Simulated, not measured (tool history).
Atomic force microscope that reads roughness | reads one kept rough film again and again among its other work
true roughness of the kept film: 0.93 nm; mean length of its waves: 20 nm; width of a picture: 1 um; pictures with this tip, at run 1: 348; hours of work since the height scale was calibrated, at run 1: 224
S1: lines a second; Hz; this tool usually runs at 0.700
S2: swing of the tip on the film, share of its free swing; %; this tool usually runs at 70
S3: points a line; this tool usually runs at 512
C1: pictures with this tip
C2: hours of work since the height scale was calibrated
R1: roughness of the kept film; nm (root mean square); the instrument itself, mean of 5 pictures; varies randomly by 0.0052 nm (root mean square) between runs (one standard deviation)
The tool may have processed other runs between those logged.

Run 1, hour 0.0: usual settings; C1 348; C2 224. Result: R1 0.822 nm (root mean square).
Run 2, hour 17.6: usual settings; C1 372; C2 232. Result: R1 0.843 nm (root mean square).
At hour 26.8: new tip fitted.
Run 3, hour 45.5: usual settings; C1 25; C2 245. Result: R1 0.834 nm (root mean square).
Run 4, hour 67.9: usual settings; C1 54; C2 256. Result: R1 0.826 nm (root mean square).
Run 5, hour 92.3: usual settings; C1 87; C2 267. Result: R1 0.828 nm (root mean square).
Run 6, hour 106.0: usual settings; C1 105; C2 273. Result: R1 0.832 nm (root mean square).
Run 7, hour 124.6: usual settings; C1 129; C2 282. Result: R1 0.824 nm (root mean square).
Run 8, hour 145.7: usual settings; C1 157; C2 292. Result: R1 0.829 nm (root mean square).
Run 9, hour 161.6: usual settings; C1 178; C2 299. Result: R1 0.832 nm (root mean square).
Run 10, hour 186.1: usual settings; C1 211; C2 311. Result: R1 0.835 nm (root mean square).
Run 11, hour 201.0: usual settings; C1 231; C2 318. Result: R1 0.834 nm (root mean square).
Run 12, hour 226.8: usual settings but S1 1.023 Hz; C1 265; C2 330. Result: R1 0.816 nm (root mean square).
Run 13, hour 249.3: usual settings but S1 1.023 Hz; C1 294; C2 340. Result: R1 0.812 nm (root mean square).
Run 14, hour 272.7: usual settings but S1 1.023 Hz; C1 326; C2 351. Result: R1 0.815 nm (root mean square).
Run 15, hour 295.9: usual settings but S1 1.023 Hz; C1 356; C2 362. Result: R1 0.818 nm (root mean square).
Run 16, hour 313.2: usual settings but S2 83 %; C1 379; C2 370. Result: R1 0.794 nm (root mean square).
At hour 316.7: new tip fitted.
Run 17, hour 337.9: usual settings but S2 83 %; C1 28; C2 381. Result: R1 0.801 nm (root mean square).
Run 18, hour 354.8: usual settings but S2 83 %; C1 50; C2 389. Result: R1 0.796 nm (root mean square).
Run 19, hour 371.0: usual settings but S3 264; C1 72; C2 397. Result: R1 0.798 nm (root mean square).
Run 20, hour 396.8: usual settings but S3 264; C1 106; C2 409. Result: R1 0.815 nm (root mean square).
Run 21, hour 419.5: usual settings but S3 264; C1 136; C2 420. Result: R1 0.815 nm (root mean square).
Run 22, hour 436.1: usual settings but S1 3.241 Hz; C1 158; C2 427. Result: R1 0.725 nm (root mean square).
Run 23, hour 457.0: usual settings but S1 3.241 Hz; C1 186; C2 437. Result: R1 0.723 nm (root mean square).
Run 24, hour 483.5: usual settings but S1 1.202 Hz, S3 694; C1 221; C2 449. Result: R1 0.817 nm (root mean square).
Run 25, hour 494.6: usual settings but S1 1.825 Hz, S2 83 %, S3 392; C1 235; C2 455. Result: R1 0.708 nm (root mean square).
Run 26, hour 511.5: usual settings but S1 2.262 Hz, S2 56 %, S3 323; C1 258; C2 463. Result: R1 0.798 nm (root mean square).
Run 27, hour 522.9: usual settings but S1 2.262 Hz, S2 56 %, S3 323; C1 273; C2 468. Result: R1 0.803 nm (root mean square).
Run 28, hour 539.1: usual settings but S1 1.390 Hz, S2 87 %, S3 863; C1 294; C2 475. Result: R1 0.726 nm (root mean square).
Run 29, hour 559.9: usual settings but S1 2.094 Hz, S2 73 %, S3 320; C1 322; C2 485. Result: R1 0.742 nm (root mean square).
Run 30, hour 571.1: usual settings but S1 2.094 Hz, S2 73 %, S3 320; C1 337; C2 490. Result: R1 0.753 nm (root mean square).
Run 31, hour 582.9: usual settings but S1 1.819 Hz, S2 65 %, S3 859; C1 352; C2 496. Result: R1 0.801 nm (root mean square).
At hour 605.9: new tip fitted.
Run 32, hour 605.9: usual settings but S1 1.819 Hz, S2 65 %, S3 859; C1 0; C2 506. Result: R1 0.801 nm (root mean square).
Run 33, hour 624.9: usual settings but S1 1.820 Hz, S2 66 %, S3 859; C1 25; C2 515. Result: R1 0.812 nm (root mean square).
Run 34, hour 642.5: usual settings but S1 3.178 Hz, S2 56 %; C1 49; C2 523. Result: R1 0.807 nm (root mean square).
Run 35, hour 666.8: usual settings but S1 1.503 Hz, S2 68 %, S3 716; C1 81; C2 535. Result: R1 0.798 nm (root mean square).
Run 36, hour 687.5: usual settings but S1 1.503 Hz, S2 68 %, S3 716; C1 108; C2 544. Result: R1 0.806 nm (root mean square).
Run 37, hour 706.9: usual settings but S1 1.503 Hz, S2 68 %, S3 716; C1 134; C2 554. Result: R1 0.811 nm (root mean square).
Run 38, hour 724.6: usual settings but S1 1.370 Hz; C1 157; C2 562. Result: R1 0.806 nm (root mean square).
Run 39, hour 739.4: usual settings but S2 86 %; C1 177; C2 569. Result: R1 0.797 nm (root mean square).
Run 40, hour 760.8: usual settings but S2 58 %; C1 205; C2 579. Result: R1 0.860 nm (root mean square).
Run 41, hour 786.4: usual settings but S2 58 %; C1 239; C2 591. Result: R1 0.846 nm (root mean square).
Run 42, hour 809.3: usual settings but S1 2.610 Hz; C1 269; C2 601. Result: R1 0.748 nm (root mean square).
Run 43, hour 823.3: usual settings but S1 0.759 Hz, S2 65 %, S3 362; C1 288; C2 608. Result: R1 0.831 nm (root mean square).
Run 44, hour 839.8: usual settings but S1 0.816 Hz, S3 474; C1 310; C2 616. Result: R1 0.819 nm (root mean square).
Run 45, hour 865.6: usual settings but S1 0.816 Hz, S3 474; C1 344; C2 628. Result: R1 0.819 nm (root mean square).

Alternative continuations, all from the tool just after run 45; predict every row:
Run A, hour 880.3: usual settings but S2 61 %; C1 363; C2 635. Result: R1 ?.
Run B, hour 880.3: usual settings but S1 0.816 Hz, S3 752; C1 363; C2 635. Result: R1 ?.
Run C, hour 880.3: usual settings but S1 3.519 Hz, S2 88 %, S3 689; C1 363; C2 635. Result: R1 ?.

run     R1
  A  0.845
  B  0.820
  C  0.572
Without the tool's unlogged condition, the same runs would have read:
run     R1
  A  0.848
  B  0.822
  C  0.574

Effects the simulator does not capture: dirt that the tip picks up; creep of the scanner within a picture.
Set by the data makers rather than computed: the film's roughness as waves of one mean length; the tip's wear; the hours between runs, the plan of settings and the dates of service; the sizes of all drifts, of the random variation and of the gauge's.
